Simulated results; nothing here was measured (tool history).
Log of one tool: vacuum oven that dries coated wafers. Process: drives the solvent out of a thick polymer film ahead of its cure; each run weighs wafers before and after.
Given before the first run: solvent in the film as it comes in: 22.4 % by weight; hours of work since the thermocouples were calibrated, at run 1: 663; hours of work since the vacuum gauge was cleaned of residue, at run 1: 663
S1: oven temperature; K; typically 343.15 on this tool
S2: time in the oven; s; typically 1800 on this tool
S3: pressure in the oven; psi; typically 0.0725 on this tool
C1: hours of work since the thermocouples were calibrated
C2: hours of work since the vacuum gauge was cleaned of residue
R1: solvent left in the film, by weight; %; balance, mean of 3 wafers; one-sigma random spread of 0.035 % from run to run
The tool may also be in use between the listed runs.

{"run": 1, "hour": 0.0, "S1": 343.15, "S2": 1800, "S3": 0.0725, "C1": 663, "C2": 663, "R1": 1.16}
{"run": 2, "hour": 64.8, "S1": 343.15, "S2": 1800, "S3": 0.0725, "C1": 692, "C2": 692, "R1": 1.19}
{"run": 3, "hour": 100.0, "S1": 343.15, "S2": 1800, "S3": 0.0725, "C1": 709, "C2": 709, "R1": 1.12}
{"run": 4, "hour": 155.1, "S1": 343.15, "S2": 1680, "S3": 0.0725, "C1": 734, "C2": 734, "R1": 1.32}
{"run": 5, "hour": 227.3, "S1": 343.15, "S2": 1680, "S3": 0.0725, "C1": 767, "C2": 767, "R1": 1.31}
{"run": 6, "hour": 296.9, "S1": 343.15, "S2": 1680, "S3": 0.0725, "C1": 799, "C2": 799, "R1": 1.33}
{"run": 7, "hour": 358.3, "S1": 356.15, "S2": 1680, "S3": 0.0725, "C1": 827, "C2": 827, "R1": 0.27}
{"run": 8, "hour": 410.2, "S1": 343.15, "S2": 1800, "S3": 0.0725, "C1": 851, "C2": 851, "R1": 1.16}
{"run": 9, "hour": 451.0, "S1": 343.15, "S2": 1800, "S3": 0.0725, "C1": 869, "C2": 869, "R1": 1.11}
{"run": 10, "hour": 498.3, "S1": 343.15, "S2": 1800, "S3": 0.0725, "C1": 891, "C2": 891, "R1": 1.14}
{"run": 11, "hour": 537.9, "S1": 343.15, "S2": 1800, "S3": 0.0725, "C1": 909, "C2": 909, "R1": 1.06}
{"run": 12, "hour": 617.2, "S1": 343.15, "S2": 1800, "S3": 0.0725, "C1": 946, "C2": 946, "R1": 1.13}
{"run": 13, "hour": 673.2, "S1": 343.15, "S2": 1800, "S3": 0.0725, "C1": 971, "C2": 971, "R1": 1.12}
{"run": 14, "hour": 721.2, "S1": 343.15, "S2": 1800, "S3": 0.0725, "C1": 993, "C2": 993, "R1": 1.16}
{"run": 15, "hour": 781.6, "S1": 343.15, "S2": 1800, "S3": 0.0725, "C1": 1021, "C2": 1021, "R1": 1.09}
{"run": 16, "hour": 817.5, "S1": 343.15, "S2": 1800, "S3": 0.0725, "C1": 1038, "C2": 1038, "R1": 1.12}
{"run": 17, "hour": 850.0, "S1": 343.15, "S2": 1800, "S3": 0.2364, "C1": 1052, "C2": 1052, "R1": 1.86}
{"run": 18, "hour": 912.3, "S1": 343.15, "S2": 1800, "S3": 0.0725, "C1": 1081, "C2": 1081, "R1": 1.13}
{"run": 19, "hour": 976.6, "S1": 343.15, "S2": 1800, "S3": 0.0725, "C1": 1110, "C2": 1110, "R1": 1.11}
{"run": 20, "hour": 1040.6, "S1": 343.15, "S2": 1800, "S3": 0.0921, "C1": 1140, "C2": 1140, "R1": 1.14}
{"run": 21, "hour": 1091.4, "S1": 343.15, "S2": 1800, "S3": 0.0725, "C1": 1163, "C2": 1163, "R1": 1.11}
{"run": 22, "hour": 1134.9, "S1": 343.15, "S2": 1800, "S3": 0.0725, "C1": 1183, "C2": 1183, "R1": 1.1}
{"run": 23, "hour": 1204.5, "S1": 343.15, "S2": 1800, "S3": 0.1666, "C1": 1215, "C2": 1215, "R1": 1.52}
{"run": 24, "hour": 1245.9, "S1": 343.15, "S2": 1800, "S3": 0.1666, "C1": 1234, "C2": 1234, "R1": 1.52}
{"run": 25, "hour": 1321.3, "S1": 344.15, "S2": 1560, "S3": 0.0725, "C1": 1268, "C2": 1268, "R1": 1.23}
{"run": 26, "hour": 1359.8, "S1": 347.15, "S2": 1740, "S3": 0.0725, "C1": 1286, "C2": 1286, "R1": 0.69}
{"hour": 1365.3, "done": "oven's thermocouples calibrated"}
{"run": 27, "hour": 1429.2, "S1": 347.15, "S2": 1740, "S3": 0.0725, "C1": 29, "C2": 1317, "R1": 0.7}
{"run": 28, "hour": 1503.2, "S1": 347.15, "S2": 1740, "S3": 0.0725, "C1": 63, "C2": 1351, "R1": 0.69}
{"hour": 1533.4, "done": "oven's thermocouples calibrated, once more"}
{"run": 29, "hour": 1541.7, "S1": 330.15, "S2": 960, "S3": 0.1015, "C1": 4, "C2": 1368, "R1": 9.81}
{"run": 30, "hour": 1580.9, "S1": 330.15, "S2": 960, "S3": 0.1015, "C1": 22, "C2": 1386, "R1": 9.78}
{"run": 31, "hour": 1619.6, "S1": 350.15, "S2": 1200, "S3": 0.0725, "C1": 39, "C2": 1403, "R1": 1.35}
{"run": 32, "hour": 1697.3, "S1": 343.15, "S2": 1260, "S3": 0.1043, "C1": 75, "C2": 1439, "R1": 2.93}
{"run": 33, "hour": 1752.7, "S1": 330.15, "S2": 1980, "S3": 0.1043, "C1": 101, "C2": 1464, "R1": 5.33}
{"run": 34, "hour": 1797.0, "S1": 330.15, "S2": 1200, "S3": 0.0866, "C1": 121, "C2": 1485, "R1": 8.18}
{"run": 35, "hour": 1871.3, "S1": 330.15, "S2": 1440, "S3": 0.0482, "C1": 155, "C2": 1519, "R1": 6.96}
{"run": 36, "hour": 1926.1, "S1": 343.15, "S2": 1140, "S3": 0.0725, "C1": 180, "C2": 1544, "R1": 3.27}
{"run": 37, "hour": 1969.8, "S1": 332.15, "S2": 1740, "S3": 0.0843, "C1": 200, "C2": 1564, "R1": 5.08}
{"run": 38, "hour": 2018.7, "S1": 332.15, "S2": 1740, "S3": 0.0843, "C1": 222, "C2": 1586, "R1": 5.01}
{"run": 39, "hour": 2066.3, "S1": 332.15, "S2": 1740, "S3": 0.0843, "C1": 244, "C2": 1608, "R1": 5.07}
{"run": 40, "hour": 2145.1, "S1": 342.15, "S2": 1740, "S3": 0.0843, "C1": 280, "C2": 1644, "R1": 1.81}
{"run": 41, "hour": 2218.5, "S1": 334.15, "S2": 2640, "S3": 0.0843, "C1": 314, "C2": 1678, "R1": 2.32}
{"run": 42, "hour": 2297.3, "S1": 343.15, "S2": 2400, "S3": 0.0738, "C1": 350, "C2": 1714, "R1": 1.02}
{"run": 43, "hour": 2345.4, "S1": 340.15, "S2": 1260, "S3": 0.0738, "C1": 372, "C2": 1736, "R1": 3.6}
{"run": 44, "hour": 2397.4, "S1": 343.15, "S2": 1800, "S3": 0.155, "C1": 396, "C2": 1760, "R1": 1.79}
{"run": 45, "hour": 2462.6, "S1": 339.15, "S2": 1020, "S3": 0.155, "C1": 426, "C2": 1790, "R1": 5.47}
{"run": 46, "hour": 2512.0, "S1": 339.15, "S2": 1020, "S3": 0.155, "C1": 449, "C2": 1813, "R1": 5.47}
{"run": 47, "hour": 2560.3, "S1": 333.15, "S2": 1800, "S3": 0.2702, "C1": 471, "C2": 1835, "R1": 5.32}

Run by run, hidden condition taken away, random variation retained:
Hidden state at play: true wafer temperature over the reading, C; true pressure over the reading, kPa; drift of the gauge itself on solvent_pct, %.
run=1 R1=1.23
run=2 R1=1.26
run=3 R1=1.19
run=4 R1=1.42
run=5 R1=1.42
run=6 R1=1.44
run=7 R1=0.22
run=8 R1=1.24
run=9 R1=1.2
run=10 R1=1.23
run=11 R1=1.15
run=12 R1=1.23
run=13 R1=1.22
run=14 R1=1.26
run=15 R1=1.2
run=16 R1=1.22
run=17 R1=2
run=18 R1=1.24
run=19 R1=1.22
run=20 R1=1.25
run=21 R1=1.22
run=22 R1=1.22
run=23 R1=1.67
run=24 R1=1.67
run=25 R1=1.42
run=26 R1=0.71
run=27 R1=0.76
run=28 R1=0.75
run=29 R1=9.45
run=30 R1=9.43
run=31 R1=1.14
run=32 R1=2.67
run=33 R1=4.91
run=34 R1=7.85
run=35 R1=6.62
run=36 R1=3.05
run=37 R1=4.75
run=38 R1=4.69
run=39 R1=4.76
run=40 R1=1.58
run=41 R1=1.97
run=42 R1=0.75
run=43 R1=3.43
run=44 R1=1.57
run=45 R1=5.37
run=46 R1=5.38
run=47 R1=5.12
